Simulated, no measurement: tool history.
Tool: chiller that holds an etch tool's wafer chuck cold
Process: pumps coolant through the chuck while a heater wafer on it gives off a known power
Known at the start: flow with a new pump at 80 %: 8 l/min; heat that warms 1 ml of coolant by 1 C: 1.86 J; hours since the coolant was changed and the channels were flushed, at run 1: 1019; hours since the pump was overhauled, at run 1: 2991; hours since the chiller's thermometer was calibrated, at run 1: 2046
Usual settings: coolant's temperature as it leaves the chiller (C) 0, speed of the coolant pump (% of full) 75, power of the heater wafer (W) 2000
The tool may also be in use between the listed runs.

| run | hour | coolant's temperature as it leaves the chiller (C) | speed of the coolant pump (% of full) | power of the heater wafer (W) | hours since the coolant was changed and the channels were flushed | hours since the pump was overhauled | hours since the chiller's thermometer was calibrated | chuck's temperature once it has settled (C) | how much warmer the coolant comes back (C) |
|---|---|---|---|---|---|---|---|---|---|
| 1 | 0.0 | 0 | 75 | 2000 | 1019 | 2991 | 2046 | 18.4 | 9.00 |
| 2 | 58.7 | 0 | 75 | 2000 | 1078 | 3049 | 2105 | 18.7 | 9.00 |
| 3 | 137.1 | 0 | 75 | 2000 | 1156 | 3128 | 2183 | 18.7 | 9.06 |
| 4 | 182.3 | 0 | 75 | 2000 | 1201 | 3173 | 2228 | 18.7 | 8.97 |
| 5 | 261.3 | 0 | 75 | 2000 | 1280 | 3252 | 2307 | 18.7 | 9.13 |
| 6 | 304.1 | 0 | 75 | 2000 | 1323 | 3295 | 2350 | 18.7 | 9.08 |
| 7 | 361.8 | 0 | 75 | 2000 | 1381 | 3352 | 2408 | 18.8 | 9.00 |
| 8 | 420.5 | 0 | 75 | 2000 | 1439 | 3411 | 2466 | 18.8 | 9.01 |
| 9 | 473.8 | 0 | 75 | 2000 | 1493 | 3464 | 2520 | 18.6 | 9.05 |
| 10 | 535.8 | 0 | 96 | 2000 | 1555 | 3526 | 2582 | 15.8 | 6.99 |
| 11 | 594.5 | 0 | 96 | 2000 | 1613 | 3585 | 2640 | 15.6 | 6.95 |
| 12 | 636.1 | 0 | 96 | 2000 | 1655 | 3627 | 2682 | 15.7 | 7.03 |
| 13 | 685.3 | 5 | 75 | 2000 | 1704 | 3676 | 2731 | 24.0 | 9.10 |
| 14 | 759.2 | 0 | 75 | 2000 | 1778 | 3750 | 2805 | 18.9 | 9.05 |
| 15 | 801.0 | 0 | 75 | 1184 | 1820 | 3792 | 2847 | 11.1 | 5.43 |
| 16 | 836.8 | -5 | 85 | 2000 | 1856 | 3827 | 2883 | 12.3 | 8.02 |
| 17 | 887.4 | 3 | 90 | 1381 | 1906 | 3878 | 2933 | 14.3 | 5.23 |
| 18 | 950.3 | -7 | 64 | 1381 | 1969 | 3941 | 2996 | 7.5 | 7.44 |
| 19 | 986.3 | -7 | 73 | 1119 | 2005 | 3977 | 3032 | 3.8 | 5.20 |
| 20 | 1031.4 | -3 | 78 | 1085 | 2050 | 4022 | 3077 | 6.9 | 4.79 |
| 21 | 1082.7 | 7 | 80 | 1506 | 2102 | 4073 | 3129 | 20.5 | 6.42 |
| 22 | 1155.1 | 7 | 80 | 1506 | 2174 | 4146 | 3201 | 20.6 | 6.42 |
| 23 | 1189.5 | 7 | 80 | 1076 | 2208 | 4180 | 3235 | 16.6 | 4.63 |
| 24 | 1264.9 | -7 | 75 | 1329 | 2284 | 4256 | 3311 | 5.5 | 6.08 |
| 25 | 1320.7 | -7 | 82 | 1403 | 2340 | 4311 | 3367 | 5.4 | 5.89 |
| 26 | 1364.5 | -7 | 88 | 1403 | 2383 | 4355 | 3410 | 4.9 | 5.47 |
| 27 | 1429.9 | 10 | 97 | 1078 | 2449 | 4421 | 3476 | 18.4 | 3.79 |

Forecast each of these 4 alternatives for the next run:
| A | 1477.2 | 10 | 67 | 2379 | 2496 | 4468 | 3523 | ? | ? |
| B | 1477.2 | 8 | 100 | 1078 | 2496 | 4468 | 3523 | ? | ? |
| C | 1477.2 | -1 | 75 | 1606 | 2496 | 4468 | 3523 | ? | ? |
| D | 1477.2 | 0 | 75 | 1242 | 2496 | 4468 | 3523 | ? | ? |

| run | chuck's temperature once it has settled (C) | how much warmer the coolant comes back (C) |
|---|---|---|
| A | 35.3 | 12.39 |
| B | 16.0 | 3.67 |
| C | 14.5 | 7.37 |
| D | 11.8 | 5.74 |
Without the tool's hidden state the same runs would have given:
| run | chuck's temperature once it has settled (C) | how much warmer the coolant comes back (C) |
|---|---|---|
| A | 33.2 | 11.59 |
| B | 15.7 | 3.43 |
| C | 13.5 | 6.89 |
| D | 11.2 | 5.37 |

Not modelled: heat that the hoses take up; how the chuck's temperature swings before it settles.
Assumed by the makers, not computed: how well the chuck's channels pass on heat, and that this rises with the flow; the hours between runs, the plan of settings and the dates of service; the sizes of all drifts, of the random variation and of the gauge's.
